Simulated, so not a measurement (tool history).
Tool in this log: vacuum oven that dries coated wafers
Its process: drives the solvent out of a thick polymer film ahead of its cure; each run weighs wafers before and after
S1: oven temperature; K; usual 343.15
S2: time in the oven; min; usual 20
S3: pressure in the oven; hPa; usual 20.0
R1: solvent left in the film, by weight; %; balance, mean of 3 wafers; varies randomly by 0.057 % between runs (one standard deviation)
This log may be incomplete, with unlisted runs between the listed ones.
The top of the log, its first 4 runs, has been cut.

| run | hour | S1 | S2 | S3 | R1 |
|---|---|---|---|---|---|
| 5 | 253.0 | 343.15 | 20 | 20.0 | 3.13 |
| 6 | 305.4 | 343.15 | 20 | 20.0 | 3.16 |
| 7 | 363.3 | 338.15 | 20 | 20.0 | 4.63 |
| 8 | 400.5 | 338.15 | 20 | 20.0 | 4.68 |
| 9 | 455.9 | 350.15 | 20 | 20.0 | 1.69 |
|  | 470.6 | oven's thermocouples calibrated |
| 10 | 500.3 | 350.15 | 20 | 28.2 | 2.03 |
| 11 | 546.7 | 343.15 | 20 | 20.0 | 3.31 |
| 12 | 589.0 | 343.15 | 20 | 20.0 | 3.44 |
| 13 | 651.1 | 343.15 | 20 | 20.0 | 3.51 |
| 14 | 684.7 | 343.15 | 20 | 20.0 | 3.45 |
| 15 | 737.3 | 343.15 | 20 | 20.0 | 3.45 |
|  | 744.3 | vacuum gauge cleaned of residue and calibrated |
| 16 | 808.3 | 343.15 | 20 | 20.0 | 3.39 |
|  | 825.0 | oven's thermocouples calibrated, once more |
| 17 | 862.3 | 343.15 | 20 | 20.0 | 2.73 |
| 18 | 916.7 | 343.15 | 20 | 20.0 | 2.76 |
| 19 | 983.5 | 343.15 | 20 | 20.0 | 2.71 |
| 20 | 1034.8 | 343.15 | 13 | 20.0 | 5.19 |
| 21 | 1085.4 | 349.15 | 20 | 20.0 | 1.66 |
| 22 | 1117.8 | 349.15 | 20 | 20.0 | 1.52 |
| 23 | 1163.8 | 343.15 | 20 | 23.2 | 2.96 |
| 24 | 1198.3 | 343.15 | 20 | 23.2 | 3.04 |
| 25 | 1273.6 | 343.15 | 20 | 23.2 | 3.05 |
| 26 | 1345.9 | 339.15 | 20 | 61.7 | 5.85 |
| 27 | 1384.2 | 355.15 | 20 | 20.0 | 0.98 |
| 28 | 1420.0 | 355.15 | 20 | 20.0 | 0.88 |

Run 29 has not been measured yet. What should we expect?
| 29 | 1468.7 | 343.15 | 11 | 62.7 | ? |

R1: 7.92 %
Had the tool carried no hidden state, the very same run would have given R1 7.36 %.

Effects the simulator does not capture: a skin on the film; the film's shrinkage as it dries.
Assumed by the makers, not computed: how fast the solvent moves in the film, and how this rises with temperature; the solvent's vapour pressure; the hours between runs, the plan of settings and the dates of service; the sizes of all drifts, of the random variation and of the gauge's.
